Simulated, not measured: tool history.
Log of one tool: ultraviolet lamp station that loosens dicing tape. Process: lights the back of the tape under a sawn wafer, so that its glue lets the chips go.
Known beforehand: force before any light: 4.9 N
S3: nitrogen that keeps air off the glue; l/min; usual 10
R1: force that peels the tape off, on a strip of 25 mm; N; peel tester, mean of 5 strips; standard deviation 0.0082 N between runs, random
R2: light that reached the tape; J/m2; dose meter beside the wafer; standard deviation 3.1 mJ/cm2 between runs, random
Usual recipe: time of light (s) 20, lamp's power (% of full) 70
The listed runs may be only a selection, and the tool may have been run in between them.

Run 1, hour 0.0: usual settings. Result: R1 0.347 N, R2 4480 J/m2.
Run 2, hour 6.4: usual settings. Result: R1 0.350 N, R2 4410 J/m2.
Run 3, hour 16.5: usual settings but S3 9 l/min. Result: R1 0.371 N, R2 4490 J/m2.
Run 4, hour 23.0: usual settings but S3 9 l/min. Result: R1 0.371 N, R2 4430 J/m2.
Run 5, hour 28.9: usual settings but S3 9 l/min. Result: R1 0.372 N, R2 4440 J/m2.
Run 6, hour 33.4: usual settings but S3 9 l/min. Result: R1 0.372 N, R2 4450 J/m2.
Run 7, hour 38.9: usual settings but S3 9 l/min. Result: R1 0.379 N, R2 4450 J/m2.
Run 8, hour 46.8: usual settings. Result: R1 0.333 N, R2 4380 J/m2.
Run 9, hour 55.9: usual settings. Result: R1 0.348 N, R2 4410 J/m2.
Run 10, hour 63.9: usual settings. Result: R1 0.362 N, R2 4430 J/m2.
Run 11, hour 73.0: usual settings. Result: R1 0.354 N, R2 4380 J/m2.
Run 12, hour 77.7: usual settings. Result: R1 0.355 N, R2 4350 J/m2.
Run 13, hour 86.3: usual settings. Result: R1 0.378 N, R2 4250 J/m2.
Run 14, hour 94.8: usual settings but lamp's power (% of full) 78, S3 6 l/min. Result: R1 0.435 N, R2 4760 J/m2.
Run 15, hour 105.5: usual settings but time of light (s) 32, lamp's power (% of full) 78, S3 6 l/min. Result: R1 0.241 N, R2 7590 J/m2.
Run 16, hour 114.4: usual settings but time of light (s) 34, S3 5 l/min. Result: R1 0.276 N, R2 7860 J/m2.
Run 17, hour 122.3: usual settings but time of light (s) 38, S3 5 l/min. Result: R1 0.239 N, R2 8640 J/m2.
Run 18, hour 127.5: usual settings but time of light (s) 38, lamp's power (% of full) 92, S3 5 l/min. Result: R1 0.223 N, R2 11340 J/m2.
Run 19, hour 132.2: usual settings but time of light (s) 33, lamp's power (% of full) 92, S3 20 l/min. Result: R1 0.211 N, R2 9850 J/m2.
Run 20, hour 141.7: usual settings but lamp's power (% of full) 90, S3 5 l/min. Result: R1 0.358 N, R2 5810 J/m2.
Run 21, hour 147.3: usual settings but time of light (s) 17, lamp's power (% of full) 68, S3 7 l/min. Result: R1 0.551 N, R2 3700 J/m2.
Run 22, hour 158.1: usual settings but time of light (s) 25, lamp's power (% of full) 97. Result: R1 0.223 N, R2 7930 J/m2.
Run 23, hour 163.4: usual settings but lamp's power (% of full) 81. Result: R1 0.276 N, R2 5140 J/m2.
Run 24, hour 169.6: usual settings but lamp's power (% of full) 81. Result: R1 0.291 N, R2 5150 J/m2.
Run 25, hour 176.9: usual settings but time of light (s) 11, lamp's power (% of full) 81, S3 7 l/min. Result: R1 0.864 N, R2 2850 J/m2.

Removed from this log: 2 entries logged between the listed runs. Between which two listed runs does each belong, and how does the tool's hidden state at the listed run before it compare with that at the listed run after it?
After run 12, before run 13: window cleaned of glue's vapour (hour 79.1)
  lamp's light, % of a new lamp's: 96.1 -> 96; light that the window lets through, % of a clean one's: 95.7 -> 92.7
  measured value less the no-hidden-state value, R1: +0.036 -> +0.052 N; R2: -380 -> -530 J/m2
After run 15, before run 16: window cleaned of glue's vapour, once more (hour 110.4)
  lamp's light, % of a new lamp's: 95.8 -> 95.7; light that the window lets through, % of a clean one's: 92.4 -> 99.9
  measured value less the no-hidden-state value, R1: +0.015 -> +0.009 N; R2: -980 -> -360 J/m2
